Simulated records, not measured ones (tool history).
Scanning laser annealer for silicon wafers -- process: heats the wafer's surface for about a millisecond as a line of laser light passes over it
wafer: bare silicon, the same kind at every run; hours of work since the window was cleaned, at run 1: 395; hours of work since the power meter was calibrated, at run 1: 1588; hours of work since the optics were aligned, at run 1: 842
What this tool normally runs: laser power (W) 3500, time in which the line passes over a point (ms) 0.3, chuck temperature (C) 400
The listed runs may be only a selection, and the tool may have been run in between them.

run	hour	laser power (W)	time in which the line passes over a point (ms)	chuck temperature (C)	hours of work since the window was cleaned	hours of work since the power meter was calibrated	hours of work since the optics were aligned	highest temperature of the surface (C)
1	0	3500	0.3	400	395	1588	842	1150
2	94.4	3500	0.3	400	438	1631	886	1150
3	162.6	3500	0.3	400	470	1663	918	1148
4	209.2	3500	0.3	400	492	1685	940	1146
5	295.7	3500	0.3	400	532	1725	980	1147
6	370.1	3500	0.3	408	567	1760	1015	1151
7	456	3500	0.3	406	607	1800	1055	1147
8	548.4	3500	0.3	400	650	1843	1097	1142
9	593.8	3500	0.23	400	671	1864	1119	1041
10	688.7	3500	0.23	400	715	1908	1163	1039
11	728.4	3500	0.23	400	733	1926	1181	1041
# hour 795.4: window over the wafer cleaned
12	795.4	3500	0.3	406	0	1957	1211	1167
13	884.8	3500	0.3	406	42	1998	1253	1169
14	938.1	3586	0.249	400	66	2023	1278	1106
15	1023.3	3586	0.249	400	106	2063	1317	1107
16	1085.4	3217	0.249	400	135	2091	1346	1027
17	1158.5	3217	0.249	400	169	2125	1380	1025
18	1203.2	2991	0.249	400	190	2146	1401	976
# hour 1227.4: optics aligned, line set to its width
19	1278.7	3500	0.367	394	222	2179	24	1251
20	1360.2	3500	0.3	389	260	2217	62	1157
21	1416.7	3500	0.323	384	287	2243	88	1183
22	1509.1	3606	0.323	432	330	2286	131	1256
23	1586.3	3606	0.323	432	365	2322	167	1253
24	1636.8	3358	0.282	376	389	2345	190	1079
25	1730.6	3358	0.282	376	433	2389	234	1077

Consider 4 possible next runs. They are alternatives, not a sequence: every one starts from the tool as it was left by run 25. What does each give?
A	1774.1	3500	0.216	372	453	2409	254	?
B	1774.1	3500	0.3	417	453	2409	254	?
C	1774.1	3392	0.212	439	453	2409	254	?
D	1774.1	3500	0.3	402	453	2409	254	?

run	highest temperature of the surface (C)
A	1009
B	1178
C	1047
D	1165
Had the tool no hidden state, the same runs would have come out as:
run	highest temperature of the surface (C)
A	1013
B	1183
C	1051
D	1170
